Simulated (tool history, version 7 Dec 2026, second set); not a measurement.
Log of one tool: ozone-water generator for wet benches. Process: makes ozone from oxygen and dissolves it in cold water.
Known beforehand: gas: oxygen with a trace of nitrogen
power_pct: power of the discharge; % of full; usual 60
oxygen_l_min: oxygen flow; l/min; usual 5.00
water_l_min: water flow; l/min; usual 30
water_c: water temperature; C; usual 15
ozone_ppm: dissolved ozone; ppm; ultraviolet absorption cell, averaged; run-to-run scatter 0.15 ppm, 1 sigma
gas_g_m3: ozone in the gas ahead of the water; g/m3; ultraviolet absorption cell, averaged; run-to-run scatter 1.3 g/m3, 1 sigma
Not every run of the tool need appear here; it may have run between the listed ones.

run    hour  power_pct  oxygen_l_min  water_l_min  water_c  ozone_ppm  gas_g_m3
  1     0.0         60          5.00           30       15       17.0     224.3
  2    60.4         84          5.00           30       15       20.3     271.8
  3   114.2         60          5.00           30       15       16.9     225.8
      135.0  -- water thermometer calibrated
  4   193.4         60          5.00           30       15       17.1     225.1
  5   277.2         60          7.20           30       15       18.3     190.8
  6   329.0         60          5.00           31       15       16.3     222.8
  7   367.7         60          5.00           30       16       16.4     221.2
      435.2  -- water thermometer calibrated, once more
  8   444.4         60          5.00           30       16       16.5     222.8
  9   497.0         60          6.96           30       15       18.1     193.7
 10   542.5         60          5.00           30       15       16.6     224.1
 11   601.3         60          5.00           30       15       16.7     220.0
 12   669.0         60          5.00           30       15       16.5     220.1
 13   718.7         60          3.15           30       15       14.3     269.4
 14   789.7         60          3.15           30       15       14.5     268.2
 15   867.8         60          3.15           30       15       14.2     268.9
 16   949.6         60          5.00           30       15       16.7     221.6
 17  1032.9         93          5.00           30       15       21.2     281.7
 18  1079.1         46          5.00           23       15       17.9     189.9
 19  1124.4         60          5.00           30       10       17.2     220.9
 20  1211.0         60          7.52           30       14       18.3     186.1
 21  1271.5         60          7.52           30       14       18.2     186.4
 22  1338.8         60          8.98           30       11       19.5     172.8
 23  1376.1         42          2.95           30       11       12.0     222.8
 24  1427.5         60          5.00           30       11       16.8     217.0
 25  1512.0         60          5.00           27       15       17.8     218.6
 26  1560.3         60          5.00           27       15       17.9     216.1
 27  1632.4         89          6.70           24       11       27.3     238.7
 28  1670.1         60          5.00           28       14       17.6     216.5
 29  1716.4         60          7.20           21       11       24.4     185.2
 30  1786.0         60          7.20           21       11       25.0     184.8
 31  1853.3         60          5.00           29       15       16.7     214.3
     1865.1  -- contactor cleaned
 32  1911.7         60          8.04           30       12       19.1     176.6
 33  1989.4         60          8.04           30       12       19.1     177.4

Forecast each of these 3 alternatives for the next run:
  A  2069.4         60          8.04           23       15          ?         ?
  B  2069.4         60          3.78           30       13          ?         ?
  C  2069.4         60          8.04           33       12          ?         ?

run  ozone_ppm  gas_g_m3
  A       22.4     178.2
  B       15.5     242.1
  C       17.5     177.0
What these runs would have given with no unlogged condition in the tool:
run  ozone_ppm  gas_g_m3
  A       24.8     194.7
  B       17.2     264.6
  C       19.4     193.5

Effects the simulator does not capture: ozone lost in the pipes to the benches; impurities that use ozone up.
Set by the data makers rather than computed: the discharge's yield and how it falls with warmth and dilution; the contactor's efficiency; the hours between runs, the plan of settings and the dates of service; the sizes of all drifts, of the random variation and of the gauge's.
